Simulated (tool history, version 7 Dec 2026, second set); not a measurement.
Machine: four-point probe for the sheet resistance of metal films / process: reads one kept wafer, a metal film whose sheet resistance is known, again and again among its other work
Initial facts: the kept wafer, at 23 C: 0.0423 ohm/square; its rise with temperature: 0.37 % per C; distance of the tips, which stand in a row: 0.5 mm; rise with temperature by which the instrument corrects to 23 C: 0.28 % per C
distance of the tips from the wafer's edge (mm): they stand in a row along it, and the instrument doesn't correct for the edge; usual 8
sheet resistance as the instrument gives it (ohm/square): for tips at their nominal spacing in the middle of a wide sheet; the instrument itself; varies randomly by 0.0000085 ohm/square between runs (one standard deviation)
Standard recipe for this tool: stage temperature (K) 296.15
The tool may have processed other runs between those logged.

| run | hour | stage temperature (K) | distance of the tips from the wafer's edge (mm) | sheet resistance as the instrument gives it (ohm/square) |
|---|---|---|---|---|
| 1 | 0 | 296.15 | 8 | 0.042412 |
| 2 | 31 | 299.15 | 8 | 0.042528 |
| 3 | 62.9 | 299.15 | 8 | 0.042508 |
| 4 | 82.8 | 299.15 | 8 | 0.0425 |
| 5 | 96.3 | 299.15 | 8 | 0.042496 |
| 6 | 109.9 | 299.15 | 8 | 0.042504 |
| 7 | 139.2 | 296.15 | 8 | 0.042389 |
| 8 | 160.2 | 296.15 | 4 | 0.042653 |
| 9 | 177.2 | 296.15 | 4 | 0.042663 |
| 10 | 204.9 | 296.15 | 14 | 0.042333 |
| 11 | 237 | 296.15 | 14 | 0.042331 |
| 12 | 260.7 | 296.15 | 8 | 0.042376 |
| 13 | 286.4 | 296.15 | 8 | 0.042374 |
| 14 | 307 | 296.15 | 8 | 0.042373 |
| 15 | 323.8 | 296.15 | 8 | 0.042366 |
| 16 | 352.2 | 296.15 | 8 | 0.042377 |
| 17 | 375.4 | 296.15 | 8 | 0.042392 |
| 18 | 405 | 296.15 | 8 | 0.042382 |
| 19 | 436.5 | 296.15 | 8 | 0.042379 |
| 20 | 463.1 | 296.15 | 70 | 0.042273 |
| 21 | 480.3 | 294.15 | 8 | 0.042294 |
| 22 | 497 | 294.15 | 16 | 0.042225 |
|  | 527 | stage's thermometer calibrated |
| 23 | 527 | 291.15 | 8 | 0.042238 |
| 24 | 546.4 | 291.15 | 8 | 0.042243 |
| 25 | 572.9 | 305.15 | 55 | 0.042652 |
| 26 | 598.5 | 293.15 | 33 | 0.042231 |
| 27 | 621.5 | 293.15 | 33 | 0.042218 |
| 28 | 639.8 | 308.15 | 4 | 0.043112 |
| 29 | 666.2 | 308.15 | 4 | 0.043119 |
| 30 | 692.7 | 295.15 | 5 | 0.042515 |
| 31 | 706.6 | 295.15 | 5 | 0.042533 |
| 32 | 733.4 | 306.15 | 59 | 0.042675 |
| 33 | 749.3 | 295.15 | 74 | 0.04228 |
| 34 | 779 | 295.15 | 74 | 0.04227 |
| 35 | 811 | 294.15 | 3 | 0.042866 |
| 36 | 832.5 | 295.15 | 6 | 0.042433 |
| 37 | 849.3 | 299.15 | 3 | 0.043043 |
| 38 | 879.5 | 299.15 | 3 | 0.043035 |
| 39 | 906.1 | 301.15 | 8 | 0.042562 |
| 40 | 919.6 | 301.15 | 8 | 0.04259 |

Pick out some run-to-run changes in sheet resistance as the instrument gives it (ohm/square). Of each, how much would a tool without hidden state show as well, from the settings, what came in and chance, and how much is left for the hidden state and any gauge scatter not in both results compared?
What the log doesn't record here: inner tips' distance over the nominal, %; tips' flats over new ones', %; wafer's true temperature over the reading, C; drift of the gauge itself on sheet_ohm, %.
Run 6 -> 7: stage temperature (K) 299.15 -> 296.15. sheet resistance as the instrument gives it (ohm/square) -0.000115: hidden state -0.000004, all else -0.000111.
Run 10 -> 11: no setting changed, nothing entered. sheet resistance as the instrument gives it (ohm/square) -0.000002: hidden state -0.000004, all else +0.000002.
Run 22 -> 23: stage temperature (K) 294.15 -> 291.15, distance of the tips from the wafer's edge (mm) 16 -> 8, stage's thermometer calibrated. sheet resistance as the instrument gives it (ohm/square) +0.000013: hidden state +0.000065, all else -0.000052.
Run 27 -> 28: stage temperature (K) 293.15 -> 308.15, distance of the tips from the wafer's edge (mm) 33 -> 4. sheet resistance as the instrument gives it (ohm/square) +0.000894: hidden state -0.000001, all else +0.000895.
Run 29 -> 30: stage temperature (K) 308.15 -> 295.15, distance of the tips from the wafer's edge (mm) 4 -> 5. sheet resistance as the instrument gives it (ohm/square) -0.000604: hidden state -0.000003, all else -0.000601.
Run 36 -> 37: stage temperature (K) 295.15 -> 299.15, distance of the tips from the wafer's edge (mm) 6 -> 3. sheet resistance as the instrument gives it (ohm/square) +0.00061: hidden state -0.000001, all else +0.000611.
